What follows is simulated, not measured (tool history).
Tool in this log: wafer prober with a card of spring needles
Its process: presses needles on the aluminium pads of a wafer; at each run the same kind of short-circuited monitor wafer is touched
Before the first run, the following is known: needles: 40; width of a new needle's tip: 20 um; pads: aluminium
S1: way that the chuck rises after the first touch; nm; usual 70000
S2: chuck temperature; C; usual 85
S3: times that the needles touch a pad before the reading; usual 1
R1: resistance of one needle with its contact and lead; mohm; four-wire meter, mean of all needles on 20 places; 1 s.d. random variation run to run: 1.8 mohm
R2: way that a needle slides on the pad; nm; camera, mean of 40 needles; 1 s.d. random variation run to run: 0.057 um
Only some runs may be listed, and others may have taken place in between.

run    hour     S1   S2  S3   R1     R2
  1     0.0  70000   85   1  266  16500
        5.8  -- tips cleaned on abrasive film
       20.2  -- tips cleaned on abrasive film
       34.6  -- tips cleaned on abrasive film
  2    36.9  70000   85   1  233  16360
       48.4  -- tips cleaned on abrasive film
       59.9  -- tips cleaned on abrasive film
       71.4  -- tips cleaned on abrasive film
       85.8  -- tips cleaned on abrasive film
       86.1  -- height of the first contact set anew
  3    95.9  70000   85   1  274  16860
       98.8  -- tips cleaned on abrasive film
      113.2  -- tips cleaned on abrasive film
      127.6  -- tips cleaned on abrasive film
      140.0  -- tips cleaned on abrasive film
  4   140.0  70000   85   1  205  16660
      154.4  -- tips cleaned on abrasive film
      165.9  -- tips cleaned on abrasive film
      177.5  -- tips cleaned on abrasive film
      191.8  -- tips cleaned on abrasive film
      203.4  -- tips cleaned on abrasive film
  5   212.5  70000   85   1  277  16790
      215.4  -- tips cleaned on abrasive film
      229.8  -- tips cleaned on abrasive film
      241.3  -- tips cleaned on abrasive film
      252.8  -- tips cleaned on abrasive film
      267.2  -- tips cleaned on abrasive film
  6   274.2  70000   85   1  270  16640
      280.0  -- tips cleaned on abrasive film
      291.6  -- tips cleaned on abrasive film
      303.1  -- tips cleaned on abrasive film
      314.6  -- tips cleaned on abrasive film
      329.0  -- tips cleaned on abrasive film
      340.5  -- tips cleaned on abrasive film
      352.1  -- tips cleaned on abrasive film
  7   352.9  70000   85   1  221  16520
      364.4  -- tips cleaned on abrasive film
      378.8  -- tips cleaned on abrasive film
      390.3  -- tips cleaned on abrasive film
      404.7  -- tips cleaned on abrasive film
      416.3  -- tips cleaned on abrasive film
  8   424.3  70000   85   2  246  16380
      430.2  -- tips cleaned on abrasive film
      441.7  -- tips cleaned on abrasive film
      453.2  -- tips cleaned on abrasive film
      467.6  -- tips cleaned on abrasive film
  9   468.8  70000   85   2  217  16250
      472.0  -- height of the first contact set anew
      480.7  -- tips cleaned on abrasive film
      492.2  -- tips cleaned on abrasive film
      503.7  -- tips cleaned on abrasive film
      518.1  -- tips cleaned on abrasive film
 10   528.6  70000   85   2  250  16790
      531.5  -- tips cleaned on abrasive film
      543.1  -- tips cleaned on abrasive film
      557.4  -- tips cleaned on abrasive film
 11   562.1  70000  100   2  239  16840
      570.7  -- tips cleaned on abrasive film
      585.1  -- tips cleaned on abrasive film
      596.7  -- tips cleaned on abrasive film
      608.2  -- tips cleaned on abrasive film
      622.6  -- tips cleaned on abrasive film
      636.9  -- tips cleaned on abrasive film
 12   641.9  80000   85   1  245  19040
      650.6  -- tips cleaned on abrasive film
      662.1  -- tips cleaned on abrasive film
      676.5  -- tips cleaned on abrasive film
      690.9  -- tips cleaned on abrasive film
 13   693.4  60000   68   1  258  14180
      704.9  -- tips cleaned on abrasive film
      719.3  -- tips cleaned on abrasive film
      733.7  -- tips cleaned on abrasive film
 14   744.6  60000   68   1  321  13980
      747.6  -- tips cleaned on abrasive film
      762.0  -- tips cleaned on abrasive film
      773.5  -- tips cleaned on abrasive film
      787.9  -- tips cleaned on abrasive film
      802.3  -- tips cleaned on abrasive film
      813.8  -- tips cleaned on abrasive film
      825.8  -- tips cleaned on abrasive film
 15   825.8  70000   41   1  203  16250
      840.2  -- tips cleaned on abrasive film
      851.7  -- tips cleaned on abrasive film
      860.6  -- height of the first contact set anew
      863.5  -- tips cleaned on abrasive film
      877.9  -- tips cleaned on abrasive film
 16   880.1  59000   41   2  220  14170
      891.7  -- tips cleaned on abrasive film
      906.1  -- tips cleaned on abrasive film
      917.6  -- tips cleaned on abrasive film
      932.0  -- tips cleaned on abrasive film
      943.5  -- tips cleaned on abrasive film
      955.0  -- tips cleaned on abrasive film
 17   961.4  70000   95   2  245  16670
      967.2  -- tips cleaned on abrasive film
      978.8  -- tips cleaned on abrasive film
      993.2  -- tips cleaned on abrasive film
     1007.5  -- tips cleaned on abrasive film
     1021.9  -- tips cleaned on abrasive film
 18  1023.5  70000   95   2  219  16620
     1035.0  -- tips cleaned on abrasive film
     1049.4  -- tips cleaned on abrasive film
     1063.8  -- tips cleaned on abrasive film
     1075.3  -- tips cleaned on abrasive film
     1086.9  -- tips cleaned on abrasive film
 19  1089.8  88000   95   3  204  20880
     1098.5  -- tips cleaned on abrasive film
     1110.0  -- tips cleaned on abrasive film
     1121.6  -- tips cleaned on abrasive film
 20  1130.6  88000   95   3  219  20790
     1133.6  -- tips cleaned on abrasive film
     1145.1  -- tips cleaned on abrasive film
     1159.5  -- tips cleaned on abrasive film
     1171.0  -- tips cleaned on abrasive film
     1182.5  -- tips cleaned on abrasive film
     1194.0  -- tips cleaned on abrasive film
 21  1200.9  70000   27   3  223  16270
     1206.7  -- tips cleaned on abrasive film
     1218.2  -- tips cleaned on abrasive film
     1232.6  -- tips cleaned on abrasive film
     1244.1  -- tips cleaned on abrasive film
     1247.3  -- height of the first contact set anew
     1256.0  -- tips cleaned on abrasive film
     1268.0  -- card fitted with new needles
     1279.5  -- tips cleaned on abrasive film
     1291.1  -- tips cleaned on abrasive film
 22  1291.1  70000   27   3  185  16990
     1305.5  -- tips cleaned on abrasive film
     1317.0  -- tips cleaned on abrasive film
     1331.4  -- tips cleaned on abrasive film
     1342.9  -- tips cleaned on abrasive film
 23  1350.3  70000   27   3  196  16770

Below are 4 alternative next runs, each starting from the tool's condition after run 23. Predict each:
     1356.1  -- tips cleaned on abrasive film
     1367.7  -- tips cleaned on abrasive film
     1379.2  -- tips cleaned on abrasive film
     1393.6  -- tips cleaned on abrasive film
     1405.1  -- tips cleaned on abrasive film
     1419.5  -- tips cleaned on abrasive film
  A  1422.4  70000  27   2   ?   ?
     1356.1  -- tips cleaned on abrasive film
     1367.7  -- tips cleaned on abrasive film
     1379.2  -- tips cleaned on abrasive film
     1393.6  -- tips cleaned on abrasive film
     1405.1  -- tips cleaned on abrasive film
     1419.5  -- tips cleaned on abrasive film
  B  1422.4  70000  83   2   ?   ?
     1356.1  -- tips cleaned on abrasive film
     1367.7  -- tips cleaned on abrasive film
     1379.2  -- tips cleaned on abrasive film
     1393.6  -- tips cleaned on abrasive film
     1405.1  -- tips cleaned on abrasive film
     1419.5  -- tips cleaned on abrasive film
  C  1422.4  80000  57   2   ?   ?
     1356.1  -- tips cleaned on abrasive film
     1367.7  -- tips cleaned on abrasive film
     1379.2  -- tips cleaned on abrasive film
     1393.6  -- tips cleaned on abrasive film
     1405.1  -- tips cleaned on abrasive film
     1419.5  -- tips cleaned on abrasive film
  D  1422.4  54000  56   1   ?   ?

run   R1     R2
  A  197  16660
  B  209  16630
  C  196  19100
  D  232  12820
The same runs, with their run-to-run variation unchanged, on a tool lacking any hidden condition would have given:
run   R1     R2
  A  181  16910
  B  195  16870
  C  184  19340
  D  192  13070

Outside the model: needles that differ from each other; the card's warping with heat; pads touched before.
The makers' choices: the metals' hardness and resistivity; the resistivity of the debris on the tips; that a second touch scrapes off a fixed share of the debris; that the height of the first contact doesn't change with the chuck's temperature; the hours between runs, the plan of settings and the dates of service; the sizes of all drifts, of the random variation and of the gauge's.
